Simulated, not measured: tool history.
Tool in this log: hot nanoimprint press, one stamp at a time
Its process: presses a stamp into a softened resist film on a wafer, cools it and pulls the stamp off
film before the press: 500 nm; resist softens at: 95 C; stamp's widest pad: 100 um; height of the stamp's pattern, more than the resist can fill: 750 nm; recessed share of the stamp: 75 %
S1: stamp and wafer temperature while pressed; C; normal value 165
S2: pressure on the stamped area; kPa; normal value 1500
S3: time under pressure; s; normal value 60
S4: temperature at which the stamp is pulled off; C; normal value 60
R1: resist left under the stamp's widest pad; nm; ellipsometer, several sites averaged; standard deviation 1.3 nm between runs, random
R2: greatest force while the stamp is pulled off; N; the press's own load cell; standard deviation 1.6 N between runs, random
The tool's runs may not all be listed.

run	day	S1	S2	S3	S4	R1	R2
1	0.000	165	1500	60	60	201.2	223
2	0.217	165	1500	60	60	199.6	221
3	0.554	165	1500	60	60	201.5	225
4	0.842	165	1500	60	60	200.2	223
5	1.150	165	1500	60	60	197.9	223
6	1.454	165	1500	60	60	199.3	227
7	1.750	165	1500	60	62	195.9	219
8	2.075	165	1500	60	61	198.6	226
9	2.254	165	1240	60	61	214.6	221
10	2.550	165	1500	60	51	197.7	245
11	2.925	165	1500	60	51	198.3	248
12	3.338	165	1500	60	51	197.3	246
13	3.525	165	1110	60	54	222.8	243
14	3.892	165	1110	60	54	225.1	244
15	4.146	165	1000	60	57	235.2	234
16	4.462	165	1000	60	57	233.5	241
17	4.821	176	1590	60	48	108.5	257
18	5.254	176	1810	39	52	122.6	247

Predict each of these 4 candidate next runs independently; none follows another, all start after run 18:
A	5.588	176	1810	39	45	?	?
B	5.588	176	2000	39	56	?	?
C	5.588	165	1500	81	55	?	?
D	5.588	153	1810	39	52	?	?

run	R1	R2
A	122.8	265
B	117.5	237
C	173.2	244
D	368.4	249
Without the tool's unlogged condition, the same runs would have read:
run	R1	R2
A	130.1	249
B	124.4	223
C	185.0	230
D	383.6	235
